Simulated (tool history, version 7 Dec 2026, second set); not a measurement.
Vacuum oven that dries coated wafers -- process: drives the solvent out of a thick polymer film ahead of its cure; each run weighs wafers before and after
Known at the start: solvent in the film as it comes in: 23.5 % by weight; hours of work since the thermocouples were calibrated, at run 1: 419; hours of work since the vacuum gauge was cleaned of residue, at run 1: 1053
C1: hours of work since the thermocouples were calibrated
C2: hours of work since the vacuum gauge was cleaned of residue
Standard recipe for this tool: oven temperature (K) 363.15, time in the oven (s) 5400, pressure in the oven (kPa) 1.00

Run 1, day 0.000: usual settings; C1 419; C2 1053. Result: solvent left in the film (%) 3.35.
Run 2, day 1.592: usual settings; C1 443; C2 1077. Result: solvent left in the film (%) 3.36.
Run 3, day 3.250: usual settings but time in the oven (s) 6300; C1 468; C2 1102. Result: solvent left in the film (%) 2.60.
Run 4, day 4.588: usual settings but oven temperature (K) 366.15; C1 489; C2 1123. Result: solvent left in the film (%) 2.61.
Run 5, day 6.388: usual settings but pressure in the oven (kPa) 1.90; C1 516; C2 1150. Result: solvent left in the film (%) 3.61.
Run 6, day 7.817: usual settings but pressure in the oven (kPa) 1.90; C1 538; C2 1172. Result: solvent left in the film (%) 3.61.
Run 7, day 10.079: usual settings but oven temperature (K) 348.15; C1 573; C2 1207. Result: solvent left in the film (%) 8.25.
Run 8, day 12.292: usual settings but time in the oven (s) 7380; C1 607; C2 1241. Result: solvent left in the film (%) 1.87.
Run 9, day 14.371: usual settings but oven temperature (K) 350.15; C1 639; C2 1273. Result: solvent left in the film (%) 7.51.
Run 10, day 16.171: usual settings but oven temperature (K) 350.15; C1 666; C2 1300. Result: solvent left in the film (%) 7.49.
Run 11, day 17.483: usual settings; C1 686; C2 1320. Result: solvent left in the film (%) 3.31.
Run 12, day 19.796: usual settings but oven temperature (K) 357.15; C1 722; C2 1356. Result: solvent left in the film (%) 5.05.
Run 13, day 21.892: usual settings but oven temperature (K) 357.15; C1 754; C2 1388. Result: solvent left in the film (%) 5.06.
Run 14, day 24.350: usual settings; C1 791; C2 1425. Result: solvent left in the film (%) 3.29.
Run 15, day 26.096: usual settings; C1 818; C2 1452. Result: solvent left in the film (%) 3.28.
Run 16, day 27.892: usual settings; C1 846; C2 1480. Result: solvent left in the film (%) 3.27.
Run 17, day 29.117: usual settings; C1 864; C2 1498. Result: solvent left in the film (%) 3.27.
At day 29.783: oven's thermocouples calibrated.
Run 18, day 31.388: usual settings; C1 25; C2 1532. Result: solvent left in the film (%) 3.42.
Run 19, day 32.658: usual settings; C1 44; C2 1551. Result: solvent left in the film (%) 3.40.
Run 20, day 34.250: usual settings; C1 68; C2 1576. Result: solvent left in the film (%) 3.41.
Run 21, day 35.833: usual settings but pressure in the oven (kPa) 2.78; C1 93; C2 1600. Result: solvent left in the film (%) 3.90.
Run 22, day 38.325: usual settings but pressure in the oven (kPa) 0.71; C1 131; C2 1638. Result: solvent left in the film (%) 3.29.
Run 23, day 40.825: usual settings; C1 169; C2 1676. Result: solvent left in the film (%) 3.37.
Run 24, day 42.962: usual settings but oven temperature (K) 370.15; C1 202; C2 1709. Result: solvent left in the film (%) 1.79.
Run 25, day 44.142: usual settings but time in the oven (s) 3000; C1 220; C2 1727. Result: solvent left in the film (%) 7.11.
Run 26, day 45.458: usual settings but time in the oven (s) 3120; C1 240; C2 1747. Result: solvent left in the film (%) 6.85.
Run 27, day 46.696: usual settings but time in the oven (s) 3120; C1 259; C2 1766. Result: solvent left in the film (%) 6.82.
Run 28, day 48.554: usual settings but time in the oven (s) 3120; C1 287; C2 1795. Result: solvent left in the film (%) 6.83.
Run 29, day 50.121: usual settings but time in the oven (s) 7860, pressure in the oven (kPa) 2.41; C1 311; C2 1819. Result: solvent left in the film (%) 2.09.
Run 30, day 51.567: usual settings but oven temperature (K) 359.15, time in the oven (s) 4140, pressure in the oven (kPa) 3.28; C1 333; C2 1841. Result: solvent left in the film (%) 6.85.
Run 31, day 54.033: usual settings but oven temperature (K) 359.15, time in the oven (s) 3480, pressure in the oven (kPa) 3.28; C1 371; C2 1878. Result: solvent left in the film (%) 7.98.
Run 32, day 56.542: usual settings but oven temperature (K) 359.15, time in the oven (s) 3480, pressure in the oven (kPa) 3.28; C1 410; C2 1917. Result: solvent left in the film (%) 7.96.
Run 33, day 58.512: usual settings but oven temperature (K) 370.15, time in the oven (s) 3120; C1 440; C2 1947. Result: solvent left in the film (%) 4.58.
Run 34, day 60.767: usual settings but oven temperature (K) 370.15, time in the oven (s) 3120; C1 474; C2 1982. Result: solvent left in the film (%) 4.55.
Run 35, day 62.079: usual settings but oven temperature (K) 370.15, time in the oven (s) 3120; C1 494; C2 2002. Result: solvent left in the film (%) 4.55.
Run 36, day 63.375: usual settings but pressure in the oven (kPa) 3.99; C1 514; C2 2021. Result: solvent left in the film (%) 4.14.
Run 37, day 65.783: usual settings but pressure in the oven (kPa) 3.99; C1 551; C2 2058. Result: solvent left in the film (%) 4.12.
Run 38, day 66.983: usual settings but oven temperature (K) 371.15, time in the oven (s) 6360, pressure in the oven (kPa) 0.97; C1 569; C2 2077. Result: solvent left in the film (%) 1.10.
Run 39, day 68.308: usual settings but oven temperature (K) 357.15, time in the oven (s) 9120, pressure in the oven (kPa) 1.85; C1 590; C2 2097. Result: solvent left in the film (%) 2.55.
Run 40, day 70.012: usual settings but oven temperature (K) 357.15, time in the oven (s) 9120, pressure in the oven (kPa) 1.85; C1 616; C2 2123. Result: solvent left in the film (%) 2.55.
Run 41, day 72.629: usual settings but oven temperature (K) 357.15, time in the oven (s) 9120, pressure in the oven (kPa) 1.85; C1 656; C2 2163. Result: solvent left in the film (%) 2.54.
Run 42, day 73.688: usual settings but time in the oven (s) 4560, pressure in the oven (kPa) 1.85; C1 672; C2 2179. Result: solvent left in the film (%) 4.45.
Run 43, day 75.588: usual settings but time in the oven (s) 4560, pressure in the oven (kPa) 1.85; C1 701; C2 2208. Result: solvent left in the film (%) 4.43.
Run 44, day 77.525: usual settings but time in the oven (s) 3720, pressure in the oven (kPa) 1.07; C1 731; C2 2238. Result: solvent left in the film (%) 5.52.
Run 45, day 79.558: usual settings but oven temperature (K) 360.15, pressure in the oven (kPa) 2.36; C1 762; C2 2269. Result: solvent left in the film (%) 4.45.
Run 46, day 81.667: usual settings but oven temperature (K) 355.15, time in the oven (s) 9420, pressure in the oven (kPa) 0.54; C1 794; C2 2301. Result: solvent left in the film (%) 2.33.

Some steps in solvent left in the film (%) between neighbouring runs. How much of each would the tool show without its hidden state too (settings, what came in, random variation), and how much is left for the hidden state, with any gauge scatter that isn't in both results?
The tool's hidden condition here consists of: true wafer temperature over the reading, C; true pressure over the reading, kPa; drift of the gauge itself on solvent_pct, %.
Run 7 -> 8: oven temperature (K) 348.15 -> 363.15, time in the oven (s) 5400 -> 7380. solvent left in the film (%) -6.38: hidden state +0.08, all else -6.46.
Run 8 -> 9: oven temperature (K) 363.15 -> 350.15, time in the oven (s) 7380 -> 5400. solvent left in the film (%) +5.64: hidden state -0.10, all else +5.74.
Run 17 -> 18: oven's thermocouples calibrated. solvent left in the film (%) +0.15: hidden state +0.14, all else +0.01.
Run 24 -> 25: oven temperature (K) 370.15 -> 363.15, time in the oven (s) 5400 -> 3000. solvent left in the film (%) +5.32: hidden state -0.10, all else +5.42.
Run 37 -> 38: oven temperature (K) 363.15 -> 371.15, time in the oven (s) 5400 -> 6360, pressure in the oven (kPa) 3.99 -> 0.97. solvent left in the film (%) -3.02: hidden state +0.14, all else -3.16.
Run 41 -> 42: oven temperature (K) 357.15 -> 363.15, time in the oven (s) 9120 -> 4560. solvent left in the film (%) +1.91: hidden state -0.14, all else +2.05.
